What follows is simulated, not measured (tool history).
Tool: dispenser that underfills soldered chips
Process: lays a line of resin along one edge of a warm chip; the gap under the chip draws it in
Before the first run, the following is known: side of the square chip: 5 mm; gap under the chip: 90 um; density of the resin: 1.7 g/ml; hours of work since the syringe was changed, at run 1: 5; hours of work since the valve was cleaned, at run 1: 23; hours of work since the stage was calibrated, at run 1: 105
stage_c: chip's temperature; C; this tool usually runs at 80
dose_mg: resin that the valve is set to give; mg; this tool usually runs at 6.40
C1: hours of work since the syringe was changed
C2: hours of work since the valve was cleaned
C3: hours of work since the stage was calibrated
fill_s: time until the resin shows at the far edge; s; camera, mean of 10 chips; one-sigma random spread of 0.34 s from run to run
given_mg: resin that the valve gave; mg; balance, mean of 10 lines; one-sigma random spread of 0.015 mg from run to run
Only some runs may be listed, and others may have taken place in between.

Run 1, hour 0.0: usual settings; C1 5; C2 23; C3 105. Result: fill_s 24.8 s, given_mg 6.31 mg.
At hour 0.7: new syringe of resin.
Run 2, hour 5.4: usual settings; C1 3; C2 26; C3 108. Result: fill_s 21.3 s, given_mg 6.35 mg.
At hour 9.1: new syringe of resin.
Run 3, hour 9.1: usual settings; C1 0; C2 29; C3 110. Result: fill_s 17.1 s, given_mg 6.30 mg.
Run 4, hour 14.9: usual settings; C1 4; C2 32; C3 114. Result: fill_s 22.5 s, given_mg 6.32 mg.
At hour 17.3: new syringe of resin.
Run 5, hour 18.6: usual settings; C1 1; C2 35; C3 116. Result: fill_s 19.0 s, given_mg 6.31 mg.
Run 6, hour 22.5: usual settings but stage_c 95 C; C1 3; C2 37; C3 119. Result: fill_s 12.4 s, given_mg 6.30 mg.
At hour 25.7: new syringe of resin.
Run 7, hour 28.1: usual settings but stage_c 95 C; C1 2; C2 41; C3 122. Result: fill_s 10.6 s, given_mg 6.29 mg.
Run 8, hour 30.7: usual settings but dose_mg 5.82 mg; C1 3; C2 42; C3 124. Result: fill_s 22.2 s, given_mg 5.71 mg.
At hour 34.2: new syringe of resin.
Run 9, hour 35.6: usual settings; C1 1; C2 45; C3 127. Result: fill_s 18.2 s, given_mg 6.27 mg.
Run 10, hour 40.3: usual settings; C1 4; C2 48; C3 130. Result: fill_s 22.7 s, given_mg 6.29 mg.
At hour 42.6: new syringe of resin.
Run 11, hour 46.3: usual settings; C1 2; C2 52; C3 134. Result: fill_s 20.6 s, given_mg 6.28 mg.
Run 12, hour 50.3: usual settings; C1 5; C2 55; C3 137. Result: fill_s 23.9 s, given_mg 6.27 mg.
At hour 50.9: new syringe of resin.
Run 13, hour 56.6: usual settings; C1 4; C2 59; C3 140. Result: fill_s 22.9 s, given_mg 6.27 mg.
At hour 59.1: new syringe of resin.
Run 14, hour 62.1: usual settings; C1 2; C2 62; C3 144. Result: fill_s 20.7 s, given_mg 6.24 mg.
Run 15, hour 65.0: usual settings; C1 4; C2 64; C3 146. Result: fill_s 23.5 s, given_mg 6.24 mg.
At hour 67.6: new syringe of resin.
Run 16, hour 70.9: usual settings but stage_c 85 C; C1 2; C2 68; C3 149. Result: fill_s 16.5 s, given_mg 6.21 mg.
At hour 75.9: new syringe of resin.
Run 17, hour 76.3: usual settings but stage_c 85 C; C1 0; C2 71; C3 153. Result: fill_s 14.6 s, given_mg 6.22 mg.
Run 18, hour 80.2: usual settings but stage_c 85 C; C1 3; C2 73; C3 155. Result: fill_s 17.2 s, given_mg 6.21 mg.
Run 19, hour 82.8: usual settings but stage_c 87 C, dose_mg 7.08 mg; C1 5; C2 75; C3 157. Result: fill_s 18.1 s, given_mg 6.87 mg.
At hour 84.4: new syringe of resin.
Run 20, hour 87.9: usual settings but stage_c 78 C, dose_mg 7.14 mg; C1 2; C2 78; C3 160. Result: fill_s 22.4 s, given_mg 6.95 mg.
At hour 92.7: new syringe of resin.
Run 21, hour 93.1: usual settings but stage_c 69 C, dose_mg 5.68 mg; C1 0; C2 81; C3 163. Result: fill_s 29.1 s, given_mg 5.50 mg.
At hour 97.4: dispensing valve cleaned and set on the balance.
Run 22, hour 100.1: usual settings but stage_c 73 C, dose_mg 7.21 mg; C1 4; C2 2; C3 167. Result: fill_s 30.6 s, given_mg 7.21 mg.
At hour 102.1: new syringe of resin.
Run 23, hour 104.3: usual settings but stage_c 86 C, dose_mg 5.63 mg; C1 1; C2 4; C3 170. Result: fill_s 15.9 s, given_mg 5.59 mg.
Run 24, hour 107.2: usual settings but stage_c 86 C, dose_mg 5.63 mg; C1 3; C2 6; C3 172. Result: fill_s 18.1 s, given_mg 5.61 mg.
At hour 110.6: new syringe of resin.
Run 25, hour 113.2: usual settings but stage_c 86 C, dose_mg 5.63 mg; C1 2; C2 10; C3 175. Result: fill_s 15.1 s, given_mg 5.62 mg.
Run 26, hour 116.2: usual settings but stage_c 86 C, dose_mg 5.63 mg; C1 4; C2 12; C3 177. Result: fill_s 17.9 s, given_mg 5.59 mg.
At hour 118.9: new syringe of resin.
Run 27, hour 121.8: usual settings but stage_c 88 C, dose_mg 5.69 mg; C1 2; C2 15; C3 181. Result: fill_s 15.0 s, given_mg 5.65 mg.
At hour 127.2: new syringe of resin.
Run 28, hour 127.6: usual settings but dose_mg 5.79 mg; C1 0; C2 19; C3 185. Result: fill_s 19.3 s, given_mg 5.74 mg.
Run 29, hour 130.4: usual settings but dose_mg 5.79 mg; C1 2; C2 21; C3 186. Result: fill_s 21.3 s, given_mg 5.76 mg.
Run 30, hour 133.0: usual settings but stage_c 68 C, dose_mg 8.00 mg; C1 4; C2 22; C3 188. Result: fill_s 37.0 s, given_mg 7.91 mg.
At hour 135.6: new syringe of resin.
Run 31, hour 137.4: usual settings but stage_c 68 C, dose_mg 8.24 mg; C1 1; C2 25; C3 191. Result: fill_s 32.1 s, given_mg 8.15 mg.
Run 32, hour 143.3: usual settings but stage_c 68 C, dose_mg 8.24 mg; C1 5; C2 29; C3 195. Result: fill_s 40.9 s, given_mg 8.11 mg.
At hour 144.1: new syringe of resin.
Run 33, hour 149.5: usual settings but stage_c 66 C, dose_mg 6.18 mg; C1 4; C2 33; C3 198. Result: fill_s 39.4 s, given_mg 6.10 mg.
At hour 152.3: new syringe of resin.
Run 34, hour 153.6: usual settings but dose_mg 7.55 mg; C1 1; C2 35; C3 201. Result: fill_s 18.8 s, given_mg 7.42 mg.
Run 35, hour 159.5: usual settings but stage_c 81 C, dose_mg 6.86 mg; C1 5; C2 39; C3 205. Result: fill_s 23.1 s, given_mg 6.74 mg.

Some steps in fill_s between neighbouring runs. How much of each would the tool show without its hidden state too (settings, what came in, random variation), and how much is left for the hidden state, with any gauge scatter that isn't in both results?
Hidden state present: resin's viscosity, % of fresh resin's; dose that the valve gives, % of what is set; true chip temperature over the reading, C; drift of the gauge itself on fill_s, %; drift of the gauge itself on given_mg, %.
Run 21 -> 22: stage_c 69 -> 73, dose_mg 5.68 -> 7.21, dispensing valve cleaned and set on the balance. fill_s +1.5 s: hidden state +6.5, all else -5.0.
Run 22 -> 23: stage_c 73 -> 86, dose_mg 7.21 -> 5.63, new syringe of resin. fill_s -14.7 s: hidden state -6.4, all else -8.3.
Run 29 -> 30: stage_c 80 -> 68, dose_mg 5.79 -> 8.00. fill_s +15.7 s: hidden state +6.2, all else +9.5.
Run 31 -> 32: nothing adjusted, nothing logged. fill_s +8.8 s: hidden state +9.1, all else -0.3.
Run 33 -> 34: stage_c 66 -> 80, dose_mg 6.18 -> 7.55, new syringe of resin. fill_s -20.6 s: hidden state -8.0, all else -12.6.
